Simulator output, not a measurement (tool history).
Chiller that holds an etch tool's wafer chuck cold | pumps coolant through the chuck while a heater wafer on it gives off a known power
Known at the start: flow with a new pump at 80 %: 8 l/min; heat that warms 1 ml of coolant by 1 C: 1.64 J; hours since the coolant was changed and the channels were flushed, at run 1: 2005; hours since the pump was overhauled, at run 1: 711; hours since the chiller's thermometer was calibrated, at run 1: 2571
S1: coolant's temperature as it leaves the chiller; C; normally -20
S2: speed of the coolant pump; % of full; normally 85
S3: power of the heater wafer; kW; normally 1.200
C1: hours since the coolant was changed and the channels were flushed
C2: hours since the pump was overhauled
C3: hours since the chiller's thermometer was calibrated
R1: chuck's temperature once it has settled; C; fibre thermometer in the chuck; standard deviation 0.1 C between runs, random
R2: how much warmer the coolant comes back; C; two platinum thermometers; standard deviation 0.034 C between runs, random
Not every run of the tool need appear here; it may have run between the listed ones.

{"run": 1, "hour": 0.0, "S1": -20, "S2": 85, "S3": 1.2, "C1": 2005, "C2": 711, "C3": 2571, "R1": -4.7, "R2": 5.21}
{"run": 2, "hour": 38.5, "S1": -20, "S2": 85, "S3": 1.2, "C1": 2044, "C2": 749, "C3": 2610, "R1": -4.7, "R2": 5.28}
{"run": 3, "hour": 65.8, "S1": -20, "S2": 85, "S3": 1.2, "C1": 2071, "C2": 777, "C3": 2637, "R1": -4.5, "R2": 5.28}
{"run": 4, "hour": 94.3, "S1": -20, "S2": 85, "S3": 1.2, "C1": 2099, "C2": 805, "C3": 2666, "R1": -4.6, "R2": 5.19}
{"run": 5, "hour": 120.5, "S1": -20, "S2": 85, "S3": 1.2, "C1": 2126, "C2": 831, "C3": 2692, "R1": -4.6, "R2": 5.31}
{"run": 6, "hour": 139.7, "S1": -24, "S2": 85, "S3": 1.2, "C1": 2145, "C2": 851, "C3": 2711, "R1": -8.6, "R2": 5.3}
{"run": 7, "hour": 167.8, "S1": -24, "S2": 85, "S3": 1.2, "C1": 2173, "C2": 879, "C3": 2739, "R1": -8.6, "R2": 5.29}
{"run": 8, "hour": 189.5, "S1": -24, "S2": 85, "S3": 1.2, "C1": 2195, "C2": 900, "C3": 2761, "R1": -8.7, "R2": 5.26}
{"run": 9, "hour": 220.0, "S1": -20, "S2": 85, "S3": 1.2, "C1": 2225, "C2": 931, "C3": 2791, "R1": -4.5, "R2": 5.22}
{"run": 10, "hour": 235.8, "S1": -20, "S2": 85, "S3": 1.2, "C1": 2241, "C2": 947, "C3": 2807, "R1": -4.5, "R2": 5.25}
{"run": 11, "hour": 254.7, "S1": -20, "S2": 85, "S3": 1.2, "C1": 2260, "C2": 966, "C3": 2826, "R1": -4.4, "R2": 5.32}
{"run": 12, "hour": 293.1, "S1": -20, "S2": 85, "S3": 1.2, "C1": 2298, "C2": 1004, "C3": 2864, "R1": -4.3, "R2": 5.27}
{"run": 13, "hour": 309.9, "S1": -20, "S2": 85, "S3": 1.2, "C1": 2315, "C2": 1021, "C3": 2881, "R1": -4.5, "R2": 5.27}
{"run": 14, "hour": 325.8, "S1": -20, "S2": 85, "S3": 1.2, "C1": 2331, "C2": 1037, "C3": 2897, "R1": -4.6, "R2": 5.3}
{"run": 15, "hour": 343.5, "S1": -20, "S2": 85, "S3": 1.2, "C1": 2349, "C2": 1054, "C3": 2915, "R1": -4.6, "R2": 5.26}
{"run": 16, "hour": 376.7, "S1": -20, "S2": 90, "S3": 1.2, "C1": 2382, "C2": 1088, "C3": 2948, "R1": -5.4, "R2": 5.0}
{"run": 17, "hour": 408.4, "S1": -20, "S2": 97, "S3": 0.907, "C1": 2413, "C2": 1119, "C3": 2980, "R1": -9.6, "R2": 3.51}
{"hour": 414.9, "done": "coolant pump overhauled"}
{"run": 18, "hour": 449.4, "S1": -20, "S2": 97, "S3": 0.907, "C1": 2449, "C2": 34, "C3": 3016, "R1": -9.8, "R2": 3.48}
{"run": 19, "hour": 484.0, "S1": -20, "S2": 90, "S3": 0.648, "C1": 2484, "C2": 69, "C3": 3050, "R1": -12.2, "R2": 2.7}
{"hour": 491.8, "done": "coolant pump overhauled, once more"}
{"run": 20, "hour": 523.8, "S1": -16, "S2": 85, "S3": 0.958, "C1": 2519, "C2": 32, "C3": 3085, "R1": -3.9, "R2": 4.11}
{"run": 21, "hour": 540.3, "S1": -28, "S2": 81, "S3": 1.2, "C1": 2535, "C2": 49, "C3": 3102, "R1": -11.8, "R2": 5.49}
{"run": 22, "hour": 564.9, "S1": -16, "S2": 65, "S3": 1.194, "C1": 2560, "C2": 73, "C3": 3126, "R1": 4.1, "R2": 6.96}
{"run": 23, "hour": 587.4, "S1": -16, "S2": 65, "S3": 1.194, "C1": 2583, "C2": 96, "C3": 3149, "R1": 4.2, "R2": 6.94}
{"run": 24, "hour": 620.6, "S1": -16, "S2": 65, "S3": 1.194, "C1": 2616, "C2": 129, "C3": 3182, "R1": 4.1, "R2": 6.98}
{"run": 25, "hour": 657.9, "S1": -17, "S2": 86, "S3": 1.2, "C1": 2653, "C2": 166, "C3": 3219, "R1": -1.8, "R2": 5.09}
{"run": 26, "hour": 677.9, "S1": -17, "S2": 96, "S3": 0.962, "C1": 2673, "C2": 186, "C3": 3239, "R1": -6.3, "R2": 3.67}
{"run": 27, "hour": 708.4, "S1": -17, "S2": 96, "S3": 0.962, "C1": 2703, "C2": 217, "C3": 3270, "R1": -6.3, "R2": 3.67}
{"run": 28, "hour": 728.5, "S1": -20, "S2": 98, "S3": 0.651, "C1": 2724, "C2": 237, "C3": 3290, "R1": -12.8, "R2": 2.38}
{"run": 29, "hour": 757.6, "S1": -20, "S2": 68, "S3": 1.359, "C1": 2753, "C2": 266, "C3": 3319, "R1": 2.2, "R2": 7.54}
{"run": 30, "hour": 774.4, "S1": -23, "S2": 95, "S3": 0.897, "C1": 2770, "C2": 283, "C3": 3336, "R1": -12.6, "R2": 3.44}
{"run": 31, "hour": 804.8, "S1": -23, "S2": 95, "S3": 0.897, "C1": 2800, "C2": 313, "C3": 3366, "R1": -13.0, "R2": 3.48}
{"run": 32, "hour": 831.0, "S1": -20, "S2": 93, "S3": 1.265, "C1": 2826, "C2": 339, "C3": 3392, "R1": -5.3, "R2": 4.94}

Consider 4 possible next runs. They are alternatives, not a sequence: every one starts from the tool as it was left by run 32. What does each give?
{"run": "A", "hour": 858.0, "S1": -13, "S2": 84, "S3": 1.739, "C1": 2853, "C2": 366, "C3": 3419, "R1": "?", "R2": "?"}
{"run": "B", "hour": 858.0, "S1": -16, "S2": 93, "S3": 1.265, "C1": 2853, "C2": 366, "C3": 3419, "R1": "?", "R2": "?"}
{"run": "C", "hour": 858.0, "S1": -29, "S2": 85, "S3": 0.774, "C1": 2853, "C2": 366, "C3": 3419, "R1": "?", "R2": "?"}
{"run": "D", "hour": 858.0, "S1": -20, "S2": 99, "S3": 0.925, "C1": 2853, "C2": 366, "C3": 3419, "R1": "?", "R2": "?"}

run=A R1=9.9 R2=7.65
run=B R1=-1.4 R2=5.04
run=C R1=-19.2 R2=3.40
run=D R1=-10.2 R2=3.38
Without the tool's hidden state the same runs would have given:
run=A R1=8.6 R2=7.51
run=B R1=-2.1 R2=4.95
run=C R1=-19.6 R2=3.34
run=D R1=-10.6 R2=3.32
